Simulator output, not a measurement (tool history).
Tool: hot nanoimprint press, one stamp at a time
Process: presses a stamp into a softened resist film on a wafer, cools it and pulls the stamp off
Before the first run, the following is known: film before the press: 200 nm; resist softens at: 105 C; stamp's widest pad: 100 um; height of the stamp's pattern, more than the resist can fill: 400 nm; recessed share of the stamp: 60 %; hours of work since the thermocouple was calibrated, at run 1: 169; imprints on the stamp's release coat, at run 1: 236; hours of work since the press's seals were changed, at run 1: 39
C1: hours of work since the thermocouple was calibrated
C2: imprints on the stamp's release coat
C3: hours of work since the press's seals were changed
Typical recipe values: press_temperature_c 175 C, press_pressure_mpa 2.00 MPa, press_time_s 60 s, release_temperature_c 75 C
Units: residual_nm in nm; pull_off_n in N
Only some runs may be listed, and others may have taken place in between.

run 1 hour=0.0 | press_temperature_c=175 press_pressure_mpa=2.00 press_time_s=60 release_temperature_c=75 | C1=169 C2=236 C3=39 | residual_nm=102.9 pull_off_n=98
run 2 hour=28.4 | press_temperature_c=175 press_pressure_mpa=2.00 press_time_s=60 release_temperature_c=75 | C1=189 C2=356 C3=59 | residual_nm=103.3 pull_off_n=96
run 3 hour=74.8 | press_temperature_c=175 press_pressure_mpa=2.00 press_time_s=60 release_temperature_c=75 | C1=221 C2=552 C3=91 | residual_nm=102.9 pull_off_n=100
run 4 hour=110.7 | press_temperature_c=175 press_pressure_mpa=2.00 press_time_s=60 release_temperature_c=75 | C1=246 C2=704 C3=116 | residual_nm=102.6 pull_off_n=101
run 5 hour=164.2 | press_temperature_c=175 press_pressure_mpa=2.00 press_time_s=60 release_temperature_c=75 | C1=283 C2=931 C3=153 | residual_nm=102.4 pull_off_n=105
-- hour=188.7 plate thermocouple calibrated
run 6 hour=201.7 | press_temperature_c=175 press_pressure_mpa=2.00 press_time_s=60 release_temperature_c=75 | C1=9 C2=1077 C3=177 | residual_nm=105.5 pull_off_n=107
run 7 hour=243.9 | press_temperature_c=183 press_pressure_mpa=2.00 press_time_s=60 release_temperature_c=75 | C1=38 C2=1256 C3=206 | residual_nm=81.8 pull_off_n=107
run 8 hour=295.5 | press_temperature_c=183 press_pressure_mpa=2.00 press_time_s=60 release_temperature_c=75 | C1=74 C2=1474 C3=242 | residual_nm=81.3 pull_off_n=111
run 9 hour=319.1 | press_temperature_c=183 press_pressure_mpa=2.00 press_time_s=60 release_temperature_c=75 | C1=91 C2=1574 C3=259 | residual_nm=81.1 pull_off_n=110
-- hour=332.0 stamp cleaned and given a new release coat
run 10 hour=349.1 | press_temperature_c=183 press_pressure_mpa=1.79 press_time_s=60 release_temperature_c=75 | C1=107 C2=72 C3=276 | residual_nm=86.3 pull_off_n=93
run 11 hour=393.9 | press_temperature_c=183 press_pressure_mpa=1.79 press_time_s=60 release_temperature_c=75 | C1=139 C2=262 C3=307 | residual_nm=86.4 pull_off_n=93
run 12 hour=417.7 | press_temperature_c=183 press_pressure_mpa=1.79 press_time_s=60 release_temperature_c=75 | C1=155 C2=362 C3=323 | residual_nm=86.0 pull_off_n=100
run 13 hour=462.7 | press_temperature_c=179 press_pressure_mpa=2.11 press_time_s=60 release_temperature_c=75 | C1=187 C2=553 C3=355 | residual_nm=89.0 pull_off_n=100

Run 14 has not been measured yet. What should we expect?
run 14 hour=510.4 | press_temperature_c=163 press_pressure_mpa=1.95 press_time_s=60 release_temperature_c=75 | C1=220 C2=755 C3=388 | residual_nm=? pull_off_n=?

Run 14 yielded residual_nm 149.0 nm, pull_off_n 105 N.
Had the tool carried no hidden state, the very same run would have given residual_nm 150.3 nm, pull_off_n 97 N.
